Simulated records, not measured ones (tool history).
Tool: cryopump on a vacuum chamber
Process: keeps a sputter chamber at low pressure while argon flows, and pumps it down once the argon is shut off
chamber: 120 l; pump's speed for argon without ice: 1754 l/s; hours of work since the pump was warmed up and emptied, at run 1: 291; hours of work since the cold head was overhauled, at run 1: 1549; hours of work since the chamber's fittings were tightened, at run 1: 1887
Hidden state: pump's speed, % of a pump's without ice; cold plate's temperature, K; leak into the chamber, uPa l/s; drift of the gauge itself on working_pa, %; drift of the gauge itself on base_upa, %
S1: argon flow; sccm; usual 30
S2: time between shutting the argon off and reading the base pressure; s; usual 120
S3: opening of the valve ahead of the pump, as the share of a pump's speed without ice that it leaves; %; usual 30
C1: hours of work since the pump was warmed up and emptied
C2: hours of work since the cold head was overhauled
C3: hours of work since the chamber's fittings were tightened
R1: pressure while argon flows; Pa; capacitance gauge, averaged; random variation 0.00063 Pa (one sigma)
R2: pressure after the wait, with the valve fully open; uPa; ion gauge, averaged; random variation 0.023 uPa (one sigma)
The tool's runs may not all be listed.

run,hour,S1,S2,S3,C1,C2,C3,R1,R2
1,0.0,30,120,30,291,1549,1887,0.1028,1.44
2,117.4,30,120,30,352,1610,1948,0.1027,1.47
# hour 180.3: pump warmed up, emptied and cooled again
3,238.5,30,120,30,30,1670,2008,0.0971,1.37
4,305.8,30,120,30,65,1705,2043,0.0970,1.40
5,380.0,30,120,30,104,1743,2082,0.0982,1.40
6,457.6,30,120,30,144,1784,2122,0.0979,1.43
7,579.1,27,120,30,207,1847,2185,0.0891,1.40
8,641.2,60,120,30,239,1879,2217,0.1986,1.44
9,723.9,60,120,30,282,1922,2260,0.2009,1.45
10,782.4,60,120,30,312,1952,2290,0.2012,1.49
11,856.8,60,120,45,351,1991,2329,0.1390,1.55
# hour 922.7: pump warmed up, emptied and cooled again
12,949.7,60,120,45,14,2036,2374,0.1305,1.45
13,1028.2,30,265,46,55,2077,2415,0.0642,1.16
14,1087.2,35,37,17,85,2107,2446,0.2012,2.75
15,1142.4,30,120,44,114,2136,2474,0.0674,1.44
16,1224.6,18,161,30,156,2179,2517,0.0592,1.37
17,1303.6,13,40,30,197,2220,2558,0.0433,2.77
18,1390.0,13,40,30,242,2264,2603,0.0432,2.75
19,1504.9,13,168,30,302,2324,2662,0.0434,1.42
20,1594.0,54,120,15,348,2370,2708,0.3562,1.63

Run 21 comes next. What will it give?
21,1655.8,42,46,47,380,2402,2740,?,?

Run 21 gave R1 0.0938 Pa, R2 2.68 uPa.
Without the tool's hidden state the same run would have given R1 0.0856 Pa, R2 1.78 uPa.
